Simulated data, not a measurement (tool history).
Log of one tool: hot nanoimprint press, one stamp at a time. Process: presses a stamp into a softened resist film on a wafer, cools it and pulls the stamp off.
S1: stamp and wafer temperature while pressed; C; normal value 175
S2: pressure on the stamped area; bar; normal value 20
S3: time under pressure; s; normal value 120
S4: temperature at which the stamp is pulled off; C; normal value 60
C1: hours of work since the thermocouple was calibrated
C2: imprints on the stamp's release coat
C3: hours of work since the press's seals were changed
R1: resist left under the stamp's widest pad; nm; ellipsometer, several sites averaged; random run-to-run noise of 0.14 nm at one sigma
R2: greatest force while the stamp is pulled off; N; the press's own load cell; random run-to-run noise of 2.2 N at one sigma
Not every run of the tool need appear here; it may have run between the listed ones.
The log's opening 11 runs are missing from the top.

{"run": 12, "hour": 74.1, "S1": 175, "S2": 20, "S3": 120, "S4": 60, "C1": 149, "C2": 38, "C3": 57, "R1": 78.9, "R2": 198}
{"run": 13, "hour": 80.0, "S1": 175, "S2": 20, "S3": 120, "S4": 60, "C1": 154, "C2": 65, "C3": 61, "R1": 78.6, "R2": 194}
{"run": 14, "hour": 88.6, "S1": 175, "S2": 20, "S3": 120, "S4": 60, "C1": 160, "C2": 105, "C3": 67, "R1": 78.8, "R2": 194}
{"run": 15, "hour": 96.3, "S1": 175, "S2": 20, "S3": 120, "S4": 60, "C1": 165, "C2": 141, "C3": 72, "R1": 78.7, "R2": 199}
{"run": 16, "hour": 103.4, "S1": 175, "S2": 20, "S3": 120, "S4": 60, "C1": 170, "C2": 174, "C3": 77, "R1": 78.6, "R2": 198}
{"run": 17, "hour": 111.5, "S1": 175, "S2": 20, "S3": 120, "S4": 60, "C1": 175, "C2": 211, "C3": 83, "R1": 78.6, "R2": 202}
{"run": 18, "hour": 117.7, "S1": 175, "S2": 20, "S3": 120, "S4": 60, "C1": 180, "C2": 240, "C3": 87, "R1": 78.8, "R2": 199}
{"run": 19, "hour": 126.5, "S1": 175, "S2": 20, "S3": 109, "S4": 51, "C1": 186, "C2": 281, "C3": 93, "R1": 81.2, "R2": 235}
{"run": 20, "hour": 130.9, "S1": 180, "S2": 20, "S3": 135, "S4": 60, "C1": 189, "C2": 301, "C3": 96, "R1": 63.4, "R2": 205}
{"run": 21, "hour": 136.0, "S1": 180, "S2": 20, "S3": 135, "S4": 60, "C1": 193, "C2": 325, "C3": 100, "R1": 63.6, "R2": 209}
{"run": 22, "hour": 145.0, "S1": 182, "S2": 20, "S3": 135, "S4": 48, "C1": 199, "C2": 366, "C3": 106, "R1": 59.5, "R2": 253}
{"run": 23, "hour": 148.9, "S1": 182, "S2": 20, "S3": 135, "S4": 48, "C1": 202, "C2": 384, "C3": 109, "R1": 59.2, "R2": 251}
{"run": 24, "hour": 153.8, "S1": 165, "S2": 20, "S3": 133, "S4": 48, "C1": 205, "C2": 407, "C3": 112, "R1": 108.6, "R2": 250}
{"run": 25, "hour": 160.3, "S1": 180, "S2": 23.9, "S3": 120, "S4": 60, "C1": 210, "C2": 437, "C3": 117, "R1": 59.2, "R2": 209}
{"run": 26, "hour": 166.3, "S1": 185, "S2": 27, "S3": 110, "S4": 66, "C1": 214, "C2": 464, "C3": 121, "R1": 48.3, "R2": 189}
{"run": 27, "hour": 173.3, "S1": 178, "S2": 24.4, "S3": 112, "S4": 45, "C1": 219, "C2": 497, "C3": 126, "R1": 64.4, "R2": 267}
{"hour": 182.0, "done": "stamp cleaned and given a new release coat"}
{"run": 28, "hour": 184.1, "S1": 175, "S2": 20, "S3": 128, "S4": 59, "C1": 222, "C2": 10, "C3": 129, "R1": 76.8, "R2": 198}
{"run": 29, "hour": 188.6, "S1": 175, "S2": 20, "S3": 128, "S4": 59, "C1": 225, "C2": 31, "C3": 132, "R1": 76.9, "R2": 195}
{"run": 30, "hour": 192.5, "S1": 176, "S2": 14, "S3": 128, "S4": 59, "C1": 228, "C2": 49, "C3": 135, "R1": 90.7, "R2": 195}

Consider 4 possible next runs. They are alternatives, not a sequence: every one starts from the tool as it was left by run 30. What does each give?
{"run": "A", "hour": 199.1, "S1": 168, "S2": 28.1, "S3": 122, "S4": 60, "C1": 232, "C2": 79, "C3": 140, "R1": "?", "R2": "?"}
{"run": "B", "hour": 199.1, "S1": 171, "S2": 13.7, "S3": 120, "S4": 60, "C1": 232, "C2": 79, "C3": 140, "R1": "?", "R2": "?"}
{"run": "C", "hour": 199.1, "S1": 173, "S2": 12.1, "S3": 128, "S4": 54, "C1": 232, "C2": 79, "C3": 140, "R1": "?", "R2": "?"}
{"run": "D", "hour": 199.1, "S1": 169, "S2": 14, "S3": 128, "S4": 59, "C1": 232, "C2": 79, "C3": 140, "R1": "?", "R2": "?"}

run=A R1=82.9 R2=194
run=B R1=110.4 R2=189
run=C R1=108.6 R2=212
run=D R1=114.3 R2=200
Had the tool no hidden state, the same runs would have come out as:
run=A R1=83.8 R2=193
run=B R1=111.6 R2=188
run=C R1=109.9 R2=210
run=D R1=115.6 R2=199
